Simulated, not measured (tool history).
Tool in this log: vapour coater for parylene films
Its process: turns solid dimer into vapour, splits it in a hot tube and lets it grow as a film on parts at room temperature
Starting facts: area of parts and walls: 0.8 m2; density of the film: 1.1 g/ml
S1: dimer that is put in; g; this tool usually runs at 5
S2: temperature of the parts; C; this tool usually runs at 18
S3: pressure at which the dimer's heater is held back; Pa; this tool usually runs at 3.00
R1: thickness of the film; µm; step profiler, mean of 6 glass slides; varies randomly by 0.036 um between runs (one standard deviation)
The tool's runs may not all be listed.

| run | hour | S1 | S2 | S3 | R1 |
|---|---|---|---|---|---|
| 1 | 0.0 | 5 | 18 | 3.00 | 4.35 |
|  | 18.7 | trap's valve overhauled |
| 2 | 30.4 | 2 | 18 | 3.00 | 1.89 |
| 3 | 59.8 | 2 | 18 | 3.00 | 1.85 |
| 4 | 79.8 | 2 | 18 | 3.00 | 1.89 |
| 5 | 104.5 | 2 | 18 | 3.00 | 1.90 |
| 6 | 135.6 | 2 | 18 | 3.00 | 1.88 |
| 7 | 163.2 | 2 | 18 | 3.00 | 1.83 |
| 8 | 188.6 | 2 | 18 | 3.00 | 1.84 |
|  | 191.1 | table's thermometer calibrated |
| 9 | 215.9 | 7 | 14 | 2.65 | 7.50 |
| 10 | 241.9 | 2 | 12 | 5.38 | 2.14 |
| 11 | 262.9 | 7 | 18 | 5.35 | 6.10 |
| 12 | 280.1 | 5 | 25 | 3.27 | 3.63 |
| 13 | 312.1 | 6 | 19 | 10.21 | 4.79 |
| 14 | 332.3 | 2 | 30 | 10.21 | 1.15 |
|  | 345.8 | table's thermometer calibrated, once more |
| 15 | 365.5 | 2 | 30 | 10.21 | 1.07 |
| 16 | 394.2 | 2 | 30 | 10.21 | 1.07 |

Forecast each of these 3 alternatives for the next run:
| A | 407.9 | 4 | 18 | 3.00 | ? |
| B | 407.9 | 7 | 18 | 3.00 | ? |
| C | 407.9 | 6 | 30 | 10.21 | ? |

| run | R1 |
|---|---|
| A | 3.50 |
| B | 6.16 |
| C | 3.21 |
Had the tool no hidden state, the same runs would have come out as:
| run | R1 |
|---|---|
| A | 3.74 |
| B | 6.57 |
| C | 3.42 |

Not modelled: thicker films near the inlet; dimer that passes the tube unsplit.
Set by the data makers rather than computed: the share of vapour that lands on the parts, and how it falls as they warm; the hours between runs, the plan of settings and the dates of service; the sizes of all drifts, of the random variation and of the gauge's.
